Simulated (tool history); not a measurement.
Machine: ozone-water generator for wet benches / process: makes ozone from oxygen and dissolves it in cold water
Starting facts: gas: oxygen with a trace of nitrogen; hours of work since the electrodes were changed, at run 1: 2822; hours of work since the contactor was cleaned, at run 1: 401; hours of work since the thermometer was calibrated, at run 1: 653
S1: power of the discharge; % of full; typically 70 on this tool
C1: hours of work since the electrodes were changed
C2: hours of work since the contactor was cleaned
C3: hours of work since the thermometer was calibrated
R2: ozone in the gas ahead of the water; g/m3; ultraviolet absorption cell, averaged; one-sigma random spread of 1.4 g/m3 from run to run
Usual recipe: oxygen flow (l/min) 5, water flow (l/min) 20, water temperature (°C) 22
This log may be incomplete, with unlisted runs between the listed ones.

run 1 day=0 | S1=70 oxygen_flow_(l/min)=5 water_flow_(l/min)=20 water_temperature_(°C)=22 | C1=2822 C2=401 C3=653 | dissolved_ozone_(ppm)=23.5 R2=260.4
run 2 day=2.454 | S1=70 oxygen_flow_(l/min)=3.84 water_flow_(l/min)=20 water_temperature_(°C)=22 | C1=2880 C2=460 C3=712 | dissolved_ozone_(ppm)=22.5 R2=290.1
run 3 day=4.633 | S1=70 oxygen_flow_(l/min)=5 water_flow_(l/min)=20 water_temperature_(°C)=22 | C1=2933 C2=512 C3=764 | dissolved_ozone_(ppm)=23.4 R2=261.4
run 4 day=7.533 | S1=70 oxygen_flow_(l/min)=5 water_flow_(l/min)=20 water_temperature_(°C)=22 | C1=3002 C2=582 C3=834 | dissolved_ozone_(ppm)=23.2 R2=255.9
run 5 day=8.971 | S1=70 oxygen_flow_(l/min)=5 water_flow_(l/min)=20 water_temperature_(°C)=22 | C1=3036 C2=616 C3=868 | dissolved_ozone_(ppm)=23.5 R2=258.8
run 6 day=11.067 | S1=70 oxygen_flow_(l/min)=5 water_flow_(l/min)=20 water_temperature_(°C)=22 | C1=3087 C2=666 C3=918 | dissolved_ozone_(ppm)=23.6 R2=258
run 7 day=12.892 | S1=70 oxygen_flow_(l/min)=5 water_flow_(l/min)=23 water_temperature_(°C)=22 | C1=3130 C2=710 C3=962 | dissolved_ozone_(ppm)=20.8 R2=261
run 8 day=15.371 | S1=70 oxygen_flow_(l/min)=5 water_flow_(l/min)=23 water_temperature_(°C)=22 | C1=3190 C2=769 C3=1021 | dissolved_ozone_(ppm)=20.4 R2=259.4
run 9 day=16.904 | S1=70 oxygen_flow_(l/min)=5 water_flow_(l/min)=23 water_temperature_(°C)=22 | C1=3226 C2=806 C3=1058 | dissolved_ozone_(ppm)=20.6 R2=257.4
run 10 day=19.062 | S1=70 oxygen_flow_(l/min)=5 water_flow_(l/min)=20 water_temperature_(°C)=22 | C1=3278 C2=857 C3=1110 | dissolved_ozone_(ppm)=23.4 R2=258.8
run 11 day=21.575 | S1=70 oxygen_flow_(l/min)=5 water_flow_(l/min)=20 water_temperature_(°C)=22 | C1=3338 C2=918 C3=1170 | dissolved_ozone_(ppm)=23.2 R2=258.1
run 12 day=22.962 | S1=70 oxygen_flow_(l/min)=2.55 water_flow_(l/min)=20 water_temperature_(°C)=22 | C1=3371 C2=951 C3=1203 | dissolved_ozone_(ppm)=20.4 R2=341.1
run 13 day=25.429 | S1=70 oxygen_flow_(l/min)=5 water_flow_(l/min)=20 water_temperature_(°C)=22 | C1=3430 C2=1010 C3=1262 | dissolved_ozone_(ppm)=23.6 R2=259.1
run 14 day=26.762 | S1=70 oxygen_flow_(l/min)=5 water_flow_(l/min)=13 water_temperature_(°C)=22 | C1=3462 C2=1042 C3=1294 | dissolved_ozone_(ppm)=32.8 R2=261.4
run 15 day=28.429 | S1=70 oxygen_flow_(l/min)=5 water_flow_(l/min)=20 water_temperature_(°C)=22 | C1=3502 C2=1082 C3=1334 | dissolved_ozone_(ppm)=23.4 R2=258.6
run 16 day=30.925 | S1=70 oxygen_flow_(l/min)=5 water_flow_(l/min)=20 water_temperature_(°C)=22 | C1=3562 C2=1141 C3=1393 | dissolved_ozone_(ppm)=23.3 R2=261.6
run 17 day=33.5 | S1=70 oxygen_flow_(l/min)=5 water_flow_(l/min)=20 water_temperature_(°C)=24 | C1=3623 C2=1203 C3=1455 | dissolved_ozone_(ppm)=22.7 R2=259.9
run 18 day=35.154 | S1=71 oxygen_flow_(l/min)=5 water_flow_(l/min)=20 water_temperature_(°C)=24 | C1=3663 C2=1242 C3=1495 | dissolved_ozone_(ppm)=22.9 R2=263.9
run 19 day=37.95 | S1=71 oxygen_flow_(l/min)=5 water_flow_(l/min)=20 water_temperature_(°C)=24 | C1=3730 C2=1309 C3=1561 | dissolved_ozone_(ppm)=22.9 R2=263.4
run 20 day=40.729 | S1=50 oxygen_flow_(l/min)=4.98 water_flow_(l/min)=29 water_temperature_(°C)=21 | C1=3796 C2=1376 C3=1628 | dissolved_ozone_(ppm)=13.3 R2=208.2
run 21 day=42.938 | S1=49 oxygen_flow_(l/min)=5 water_flow_(l/min)=20 water_temperature_(°C)=18 | C1=3849 C2=1429 C3=1681 | dissolved_ozone_(ppm)=19.5 R2=206.3
run 22 day=45.879 | S1=70 oxygen_flow_(l/min)=5.73 water_flow_(l/min)=22 water_temperature_(°C)=22 | C1=3920 C2=1499 C3=1751 | dissolved_ozone_(ppm)=21.8 R2=244.2
run 23 day=48.067 | S1=70 oxygen_flow_(l/min)=5.73 water_flow_(l/min)=22 water_temperature_(°C)=22 | C1=3972 C2=1551 C3=1804 | dissolved_ozone_(ppm)=21.9 R2=246.6
run 24 day=49.917 | S1=51 oxygen_flow_(l/min)=7.5 water_flow_(l/min)=20 water_temperature_(°C)=22 | C1=4016 C2=1596 C3=1848 | dissolved_ozone_(ppm)=19.6 R2=177.7
run 25 day=52.788 | S1=70 oxygen_flow_(l/min)=5 water_flow_(l/min)=20 water_temperature_(°C)=26 | C1=4085 C2=1664 C3=1916 | dissolved_ozone_(ppm)=22.1 R2=259.8
run 26 day=55.238 | S1=54 oxygen_flow_(l/min)=5 water_flow_(l/min)=26 water_temperature_(°C)=22 | C1=4143 C2=1723 C3=1975 | dissolved_ozone_(ppm)=15.3 R2=220.4
run 27 day=57.688 | S1=71 oxygen_flow_(l/min)=5 water_flow_(l/min)=26 water_temperature_(°C)=18 | C1=4202 C2=1782 C3=2034 | dissolved_ozone_(ppm)=19.2 R2=262.9
run 28 day=59.842 | S1=71 oxygen_flow_(l/min)=5 water_flow_(l/min)=26 water_temperature_(°C)=18 | C1=4254 C2=1833 C3=2085 | dissolved_ozone_(ppm)=19.2 R2=262.6
run 29 day=61.596 | S1=70 oxygen_flow_(l/min)=5.65 water_flow_(l/min)=20 water_temperature_(°C)=14 | C1=4296 C2=1875 C3=2127 | dissolved_ozone_(ppm)=26.8 R2=244.8
run 30 day=63.858 | S1=70 oxygen_flow_(l/min)=4.49 water_flow_(l/min)=24 water_temperature_(°C)=22 | C1=4350 C2=1929 C3=2181 | dissolved_ozone_(ppm)=19.4 R2=268.6
run 31 day=66.112 | S1=70 oxygen_flow_(l/min)=6.48 water_flow_(l/min)=26 water_temperature_(°C)=22 | C1=4404 C2=1983 C3=2235 | dissolved_ozone_(ppm)=19 R2=232.4

What will run 32 give?
run 32 day=69.025 | S1=70 oxygen_flow_(l/min)=3.56 water_flow_(l/min)=20 water_temperature_(°C)=22 | C1=4473 C2=2053 C3=2305 | dissolved_ozone_(ppm)=? R2=?

{"run 32": {"dissolved ozone (ppm)": 22.4, "R2": 297.5}}
Had the tool carried no hidden state, the very same run would have given dissolved ozone (ppm) 22.4, R2 297.9 g/m3.
